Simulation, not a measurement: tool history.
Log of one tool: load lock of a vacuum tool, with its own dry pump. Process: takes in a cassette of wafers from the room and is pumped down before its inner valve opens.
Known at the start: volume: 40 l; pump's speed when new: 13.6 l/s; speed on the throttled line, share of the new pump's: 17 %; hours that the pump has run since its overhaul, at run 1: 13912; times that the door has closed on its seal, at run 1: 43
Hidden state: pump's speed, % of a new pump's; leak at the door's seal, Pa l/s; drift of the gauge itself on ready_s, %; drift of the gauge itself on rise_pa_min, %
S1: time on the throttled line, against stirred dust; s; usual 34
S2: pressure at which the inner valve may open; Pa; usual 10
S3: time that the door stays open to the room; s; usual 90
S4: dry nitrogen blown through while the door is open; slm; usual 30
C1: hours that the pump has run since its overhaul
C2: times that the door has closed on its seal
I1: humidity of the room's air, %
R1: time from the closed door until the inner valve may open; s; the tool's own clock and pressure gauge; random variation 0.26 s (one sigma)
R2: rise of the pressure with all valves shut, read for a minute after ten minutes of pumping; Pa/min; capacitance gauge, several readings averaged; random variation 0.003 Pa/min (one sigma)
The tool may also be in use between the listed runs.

Run 1, hour 0: usual settings; C1 13912; C2 43; I1 46.1. Result: R1 58.4 s, R2 0.02 Pa/min.
Run 2, hour 94.1: usual settings; C1 14006; C2 266; I1 45.7. Result: R1 58 s, R2 0.019 Pa/min.
Run 3, hour 211.3: usual settings but S3 166 s; C1 14123; C2 542; I1 45. Result: R1 57.9 s, R2 0.032 Pa/min.
Run 4, hour 322.4: usual settings; C1 14235; C2 805; I1 43.6. Result: R1 58 s, R2 0.02 Pa/min.
Run 5, hour 377.6: usual settings; C1 14290; C2 935; I1 44.6. Result: R1 58.3 s, R2 0.015 Pa/min.
Run 6, hour 491.7: usual settings; C1 14404; C2 1205; I1 47.4. Result: R1 58.2 s, R2 0.024 Pa/min.
Run 7, hour 605.9: usual settings; C1 14518; C2 1474; I1 44.3. Result: R1 58.2 s, R2 0.024 Pa/min.
Run 8, hour 699.8: usual settings; C1 14612; C2 1696; I1 47.9. Result: R1 58.2 s, R2 0.026 Pa/min.
Run 9, hour 797: usual settings; C1 14709; C2 1926; I1 45.2. Result: R1 58 s, R2 0.029 Pa/min.
Run 10, hour 903.5: usual settings; C1 14816; C2 2177; I1 44.3. Result: R1 58 s, R2 0.021 Pa/min.
Run 11, hour 980.4: usual settings; C1 14893; C2 2359; I1 45.4. Result: R1 58.6 s, R2 0.027 Pa/min.
Run 12, hour 1071.1: usual settings; C1 14983; C2 2573; I1 46.7. Result: R1 57.9 s, R2 0.028 Pa/min.
Run 13, hour 1168.8: usual settings but S4 5 slm; C1 15081; C2 2804; I1 45.5. Result: R1 58.4 s, R2 0.044 Pa/min.
Run 14, hour 1232.2: usual settings but S2 8 Pa, S4 5 slm; C1 15144; C2 2953; I1 43.9. Result: R1 59.2 s, R2 0.041 Pa/min.
Run 15, hour 1326.4: usual settings but S1 47 s, S2 8 Pa, S3 36 s, S4 5 slm; C1 15239; C2 3176; I1 45.7. Result: R1 70 s, R2 0.028 Pa/min.
Run 16, hour 1445: usual settings but S1 47 s, S2 8 Pa, S3 36 s, S4 5 slm; C1 15357; C2 3456; I1 46.8. Result: R1 69.9 s, R2 0.028 Pa/min.
Run 17, hour 1545.7: usual settings but S3 61 s; C1 15458; C2 3694; I1 43.2. Result: R1 58.4 s, R2 0.016 Pa/min.
Run 18, hour 1664.8: usual settings but S1 37 s; C1 15577; C2 3975; I1 46.8. Result: R1 60.8 s, R2 0.027 Pa/min.
Run 19, hour 1741: usual settings but S1 37 s; C1 15653; C2 4155; I1 45.3. Result: R1 60.9 s, R2 0.024 Pa/min.
Run 20, hour 1799.4: usual settings but S1 37 s; C1 15712; C2 4293; I1 43.8. Result: R1 61.3 s, R2 0.025 Pa/min.
Run 21, hour 1896.5: usual settings but S1 37 s; C1 15809; C2 4522; I1 42.8. Result: R1 61.1 s, R2 0.023 Pa/min.
Run 22, hour 1944.5: usual settings but S1 35 s, S2 9 Pa; C1 15857; C2 4636; I1 43.8. Result: R1 59.2 s, R2 0.021 Pa/min.
Run 23, hour 2021.3: usual settings but S2 18 Pa, S3 39 s; C1 15933; C2 4817; I1 47.5. Result: R1 56.1 s, R2 0.022 Pa/min.
Run 24, hour 2091.8: usual settings but S2 18 Pa, S3 29 s, S4 13 slm; C1 16004; C2 4983; I1 41.5. Result: R1 56.3 s, R2 0.022 Pa/min.
Run 25, hour 2176.3: usual settings but S1 51 s, S2 7 Pa, S3 132 s, S4 11 slm; C1 16088; C2 5183; I1 44. Result: R1 73.7 s, R2 0.045 Pa/min.
Run 26, hour 2288.8: usual settings but S1 51 s, S3 61 s, S4 36 slm; C1 16201; C2 5449; I1 41.1. Result: R1 72.5 s, R2 0.025 Pa/min.

The same runs without the tool's hidden state, with the same run-to-run variation:
run    R1     R2
  1    56  0.019
  2  55.5  0.018
  3  55.4  0.031
  4  55.5  0.018
  5  55.7  0.013
  6  55.6  0.022
  7  55.6  0.021
  8  55.6  0.023
  9  55.4  0.026
 10  55.3  0.018
 11  55.9  0.024
 12  55.2  0.024
 13  55.7   0.04
 14  56.4  0.036
 15  67.4  0.023
 16  67.3  0.023
 17  55.6  0.011
 18    58  0.021
 19  58.1  0.018
 20  58.4  0.018
 21  58.2  0.017
 22  56.3  0.014
 23  53.4  0.015
 24  53.6  0.015
 25    71  0.038
 26  69.9  0.017

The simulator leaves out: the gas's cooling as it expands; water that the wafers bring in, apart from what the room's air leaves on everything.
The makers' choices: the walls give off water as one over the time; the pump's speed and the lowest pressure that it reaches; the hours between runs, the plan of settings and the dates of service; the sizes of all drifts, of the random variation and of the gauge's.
